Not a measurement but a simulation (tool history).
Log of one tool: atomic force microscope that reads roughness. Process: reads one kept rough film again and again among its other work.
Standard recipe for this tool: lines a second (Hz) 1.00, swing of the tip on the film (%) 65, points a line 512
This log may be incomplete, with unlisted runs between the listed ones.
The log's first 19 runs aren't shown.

run   hour  lines a second (Hz)  swing of the tip on the film (%)  points a line  roughness of the kept film (nm (root mean square))
 20  186.8                 1.00                                85            512                                               2.152
 21  198.1                 0.58                                64            372                                               2.363
 22  207.1                 0.60                                59            372                                               2.390
 23  214.3                 1.00                                57            608                                               2.386
 24  225.8                 0.55                                62            512                                               2.378
 25  232.9                 1.09                                74            531                                               2.243
 26  240.6                 1.00                                62            265                                               2.327
 27  251.9                 1.00                                62            265                                               2.315
     260.4  -- new tip fitted
 28  262.9                 1.00                                62            265                                               2.341
 29  269.6                 0.99                                71            542                                               2.302
 30  276.0                 2.58                                71            374                                               2.101
 31  283.0                 2.14                                61            512                                               2.270
 32  289.4                 1.60                                62            266                                               2.281
 33  302.3                 1.60                                62            266                                               2.293
 34  311.9                 1.72                                65            512                                               2.271
 35  318.7                 1.00                                84            512                                               2.166
 36  331.5                 0.59                                59            289                                               2.371
 37  337.8                 0.59                                59            474                                               2.391
 38  347.1                 1.16                                59            389                                               2.347
 39  359.7                 1.16                                59            389                                               2.348
 40  373.2                 1.16                                64            599                                               2.336

Below are 4 alternative next runs, each starting from the tool's condition after run 40. Predict each:
  A  381.2                 0.85                                65            512                                                   ?
  B  381.2                 1.16                                85            599                                                   ?
  C  381.2                 2.32                                66            576                                                   ?
  D  381.2                 0.61                                66            426                                                   ?

run  roughness of the kept film (nm (root mean square))
  A                                               2.350
  B                                               2.124
  C                                               2.204
  D                                               2.372
Had the tool no hidden state, the same runs would have come out as:
run  roughness of the kept film (nm (root mean square))
  A                                               2.353
  B                                               2.127
  C                                               2.208
  D                                               2.376
